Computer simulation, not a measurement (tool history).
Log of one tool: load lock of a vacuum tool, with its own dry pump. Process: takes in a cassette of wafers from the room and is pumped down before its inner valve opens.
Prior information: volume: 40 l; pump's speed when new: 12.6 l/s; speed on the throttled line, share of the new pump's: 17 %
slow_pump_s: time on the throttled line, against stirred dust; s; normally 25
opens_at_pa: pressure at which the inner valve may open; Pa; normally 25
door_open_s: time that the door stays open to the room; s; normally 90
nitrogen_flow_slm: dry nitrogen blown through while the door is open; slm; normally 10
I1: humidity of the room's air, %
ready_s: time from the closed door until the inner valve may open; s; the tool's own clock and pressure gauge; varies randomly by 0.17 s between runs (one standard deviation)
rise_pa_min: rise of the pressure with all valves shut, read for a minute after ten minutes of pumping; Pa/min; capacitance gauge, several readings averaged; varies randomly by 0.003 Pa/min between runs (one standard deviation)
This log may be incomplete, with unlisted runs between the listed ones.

{"run": 1, "day": 0.0, "slow_pump_s": 25, "opens_at_pa": 25, "door_open_s": 90, "nitrogen_flow_slm": 10, "I1": 44.6, "ready_s": 49.7, "rise_pa_min": 0.052}
{"run": 2, "day": 3.896, "slow_pump_s": 25, "opens_at_pa": 25, "door_open_s": 90, "nitrogen_flow_slm": 10, "I1": 47.0, "ready_s": 50.1, "rise_pa_min": 0.053}
{"run": 3, "day": 9.154, "slow_pump_s": 25, "opens_at_pa": 29, "door_open_s": 90, "nitrogen_flow_slm": 10, "I1": 47.2, "ready_s": 49.5, "rise_pa_min": 0.057}
{"run": 4, "day": 17.221, "slow_pump_s": 25, "opens_at_pa": 29, "door_open_s": 90, "nitrogen_flow_slm": 10, "I1": 42.9, "ready_s": 49.7, "rise_pa_min": 0.049}
{"run": 5, "day": 21.229, "slow_pump_s": 25, "opens_at_pa": 29, "door_open_s": 90, "nitrogen_flow_slm": 10, "I1": 44.7, "ready_s": 49.5, "rise_pa_min": 0.052}
{"run": 6, "day": 26.879, "slow_pump_s": 25, "opens_at_pa": 29, "door_open_s": 90, "nitrogen_flow_slm": 10, "I1": 44.7, "ready_s": 49.5, "rise_pa_min": 0.058}
{"run": 7, "day": 35.012, "slow_pump_s": 25, "opens_at_pa": 29, "door_open_s": 90, "nitrogen_flow_slm": 10, "I1": 44.8, "ready_s": 49.6, "rise_pa_min": 0.06}
{"run": 8, "day": 40.95, "slow_pump_s": 25, "opens_at_pa": 29, "door_open_s": 90, "nitrogen_flow_slm": 10, "I1": 42.4, "ready_s": 49.5, "rise_pa_min": 0.056}
{"run": 9, "day": 47.471, "slow_pump_s": 25, "opens_at_pa": 29, "door_open_s": 90, "nitrogen_flow_slm": 10, "I1": 43.7, "ready_s": 49.6, "rise_pa_min": 0.058}
{"run": 10, "day": 55.154, "slow_pump_s": 25, "opens_at_pa": 29, "door_open_s": 90, "nitrogen_flow_slm": 10, "I1": 43.4, "ready_s": 49.6, "rise_pa_min": 0.059}
{"run": 11, "day": 63.612, "slow_pump_s": 25, "opens_at_pa": 29, "door_open_s": 90, "nitrogen_flow_slm": 10, "I1": 48.1, "ready_s": 49.9, "rise_pa_min": 0.062}
{"run": 12, "day": 70.667, "slow_pump_s": 25, "opens_at_pa": 29, "door_open_s": 90, "nitrogen_flow_slm": 10, "I1": 44.4, "ready_s": 49.8, "rise_pa_min": 0.062}
{"run": 13, "day": 75.925, "slow_pump_s": 25, "opens_at_pa": 25, "door_open_s": 90, "nitrogen_flow_slm": 10, "I1": 43.5, "ready_s": 50.3, "rise_pa_min": 0.066}
{"run": 14, "day": 79.792, "slow_pump_s": 25, "opens_at_pa": 25, "door_open_s": 90, "nitrogen_flow_slm": 10, "I1": 40.4, "ready_s": 50.7, "rise_pa_min": 0.06}
{"run": 15, "day": 83.546, "slow_pump_s": 25, "opens_at_pa": 25, "door_open_s": 147, "nitrogen_flow_slm": 10, "I1": 44.0, "ready_s": 50.5, "rise_pa_min": 0.076}
{"run": 16, "day": 87.5, "slow_pump_s": 25, "opens_at_pa": 27, "door_open_s": 147, "nitrogen_flow_slm": 10, "I1": 44.6, "ready_s": 49.9, "rise_pa_min": 0.076}
{"run": 17, "day": 95.062, "slow_pump_s": 25, "opens_at_pa": 27, "door_open_s": 147, "nitrogen_flow_slm": 10, "I1": 47.4, "ready_s": 50.3, "rise_pa_min": 0.075}
{"run": 18, "day": 99.125, "slow_pump_s": 25, "opens_at_pa": 27, "door_open_s": 147, "nitrogen_flow_slm": 10, "I1": 47.5, "ready_s": 50.3, "rise_pa_min": 0.081}
{"run": 19, "day": 104.929, "slow_pump_s": 25, "opens_at_pa": 27, "door_open_s": 147, "nitrogen_flow_slm": 10, "I1": 49.0, "ready_s": 50.4, "rise_pa_min": 0.082}
{"run": 20, "day": 110.492, "slow_pump_s": 25, "opens_at_pa": 27, "door_open_s": 147, "nitrogen_flow_slm": 10, "I1": 45.2, "ready_s": 50.4, "rise_pa_min": 0.074}
{"run": 21, "day": 118.871, "slow_pump_s": 17, "opens_at_pa": 50, "door_open_s": 90, "nitrogen_flow_slm": 6, "I1": 45.6, "ready_s": 41.4, "rise_pa_min": 0.074}
{"day": 125.608, "done": "dry pump taken out, an overhauled one fitted"}
{"run": 22, "day": 125.662, "slow_pump_s": 24, "opens_at_pa": 25, "door_open_s": 142, "nitrogen_flow_slm": 32, "I1": 44.2, "ready_s": 46.5, "rise_pa_min": 0.059}
{"run": 23, "day": 132.25, "slow_pump_s": 19, "opens_at_pa": 24, "door_open_s": 151, "nitrogen_flow_slm": 5, "I1": 44.5, "ready_s": 42.6, "rise_pa_min": 0.091}
{"run": 24, "day": 140.625, "slow_pump_s": 25, "opens_at_pa": 19, "door_open_s": 60, "nitrogen_flow_slm": 5, "I1": 47.2, "ready_s": 48.3, "rise_pa_min": 0.077}
{"run": 25, "day": 148.621, "slow_pump_s": 42, "opens_at_pa": 29, "door_open_s": 60, "nitrogen_flow_slm": 34, "I1": 45.5, "ready_s": 61.2, "rise_pa_min": 0.052}
{"run": 26, "day": 156.908, "slow_pump_s": 42, "opens_at_pa": 29, "door_open_s": 60, "nitrogen_flow_slm": 34, "I1": 42.4, "ready_s": 61.0, "rise_pa_min": 0.052}
{"run": 27, "day": 163.462, "slow_pump_s": 17, "opens_at_pa": 24, "door_open_s": 110, "nitrogen_flow_slm": 38, "I1": 42.3, "ready_s": 40.7, "rise_pa_min": 0.053}
{"run": 28, "day": 168.825, "slow_pump_s": 34, "opens_at_pa": 38, "door_open_s": 89, "nitrogen_flow_slm": 12, "I1": 46.7, "ready_s": 53.8, "rise_pa_min": 0.074}
{"run": 29, "day": 173.129, "slow_pump_s": 25, "opens_at_pa": 25, "door_open_s": 188, "nitrogen_flow_slm": 41, "I1": 44.4, "ready_s": 47.3, "rise_pa_min": 0.056}
{"run": 30, "day": 177.892, "slow_pump_s": 41, "opens_at_pa": 25, "door_open_s": 228, "nitrogen_flow_slm": 17, "I1": 44.0, "ready_s": 60.9, "rise_pa_min": 0.092}
{"run": 31, "day": 184.888, "slow_pump_s": 34, "opens_at_pa": 25, "door_open_s": 90, "nitrogen_flow_slm": 42, "I1": 48.8, "ready_s": 55.0, "rise_pa_min": 0.058}
{"run": 32, "day": 189.346, "slow_pump_s": 18, "opens_at_pa": 31, "door_open_s": 90, "nitrogen_flow_slm": 42, "I1": 48.0, "ready_s": 41.0, "rise_pa_min": 0.06}
{"run": 33, "day": 195.704, "slow_pump_s": 24, "opens_at_pa": 25, "door_open_s": 38, "nitrogen_flow_slm": 10, "I1": 46.8, "ready_s": 46.8, "rise_pa_min": 0.071}
{"run": 34, "day": 203.771, "slow_pump_s": 46, "opens_at_pa": 25, "door_open_s": 44, "nitrogen_flow_slm": 6, "I1": 43.4, "ready_s": 64.9, "rise_pa_min": 0.076}
{"run": 35, "day": 208.75, "slow_pump_s": 16, "opens_at_pa": 43, "door_open_s": 127, "nitrogen_flow_slm": 45, "I1": 45.4, "ready_s": 38.2, "rise_pa_min": 0.067}
{"run": 36, "day": 216.046, "slow_pump_s": 25, "opens_at_pa": 25, "door_open_s": 90, "nitrogen_flow_slm": 14, "I1": 42.2, "ready_s": 47.6, "rise_pa_min": 0.079}
{"run": 37, "day": 220.896, "slow_pump_s": 31, "opens_at_pa": 29, "door_open_s": 64, "nitrogen_flow_slm": 14, "I1": 42.3, "ready_s": 52.2, "rise_pa_min": 0.076}
{"run": 38, "day": 228.542, "slow_pump_s": 16, "opens_at_pa": 23, "door_open_s": 90, "nitrogen_flow_slm": 10, "I1": 44.8, "ready_s": 40.4, "rise_pa_min": 0.083}

Alternative continuations, all from the tool just after run 38; predict every row:
{"run": "A", "day": 233.696, "slow_pump_s": 26, "opens_at_pa": 23, "door_open_s": 100, "nitrogen_flow_slm": 10, "I1": 43.7, "ready_s": "?", "rise_pa_min": "?"}
{"run": "B", "day": 233.696, "slow_pump_s": 40, "opens_at_pa": 25, "door_open_s": 90, "nitrogen_flow_slm": 10, "I1": 47.4, "ready_s": "?", "rise_pa_min": "?"}
{"run": "C", "day": 233.696, "slow_pump_s": 25, "opens_at_pa": 20, "door_open_s": 69, "nitrogen_flow_slm": 8, "I1": 43.8, "ready_s": "?", "rise_pa_min": "?"}

run=A ready_s=48.8 rise_pa_min=0.093
run=B ready_s=60.0 rise_pa_min=0.093
run=C ready_s=48.4 rise_pa_min=0.081
What these runs would have given with no unlogged condition in the tool:
run=A ready_s=48.4 rise_pa_min=0.045
run=B ready_s=59.6 rise_pa_min=0.045
run=C ready_s=47.9 rise_pa_min=0.033
